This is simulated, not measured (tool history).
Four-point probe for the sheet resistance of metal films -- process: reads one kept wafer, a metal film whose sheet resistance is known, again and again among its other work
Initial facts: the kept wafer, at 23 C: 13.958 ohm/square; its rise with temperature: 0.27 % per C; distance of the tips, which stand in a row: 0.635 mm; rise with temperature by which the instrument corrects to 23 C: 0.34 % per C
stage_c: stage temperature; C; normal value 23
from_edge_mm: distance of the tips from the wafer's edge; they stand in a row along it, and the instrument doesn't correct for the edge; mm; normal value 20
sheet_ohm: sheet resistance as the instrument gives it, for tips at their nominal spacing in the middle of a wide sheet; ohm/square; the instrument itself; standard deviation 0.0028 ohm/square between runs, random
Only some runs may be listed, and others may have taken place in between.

run,hour,stage_c,from_edge_mm,sheet_ohm
1,0.0,23,20,13.970317
2,10.9,23,49,13.958410
3,32.9,23,49,13.957867
4,43.6,23,49,13.965637
5,59.3,23,49,13.958468
6,68.7,23,49,13.961101
7,80.1,23,49,13.958814
8,100.0,23,25,13.966929
9,116.0,19,25,14.001944
10,133.1,19,25,14.001796
11,146.9,23,20,13.966078
12,167.4,23,20,13.964566
13,183.9,34,20,13.864761
14,203.1,34,20,13.863840
15,216.9,34,20,13.862928
16,231.2,20,66,13.990769
17,248.2,20,66,13.990324
18,260.1,25,38,13.945746
19,271.6,23,29,13.960711
20,287.8,18,29,14.009735
21,307.7,19,8,14.046024
22,324.2,19,8,14.047555
23,341.1,23,28,13.960561
24,353.2,23,6,14.046251
25,367.5,23,6,14.044440
26,379.1,33,11,13.889264
27,391.8,33,11,13.891646
28,410.0,33,11,13.891648

5 ways to go on from here, each from the tool as it stands after run 28. What would each give?
A,427.1,29,11,?
B,427.1,23,50,?
C,427.1,22,12,?
D,427.1,20,60,?
E,427.1,30,11,?

run,sheet_ohm
A,13.928220
B,13.960385
C,13.990898
D,13.989670
E,13.919067
Without the tool's hidden state the same runs would have given:
run,sheet_ohm
A,13.927099
B,13.959260
C,13.989770
D,13.988543
E,13.917947
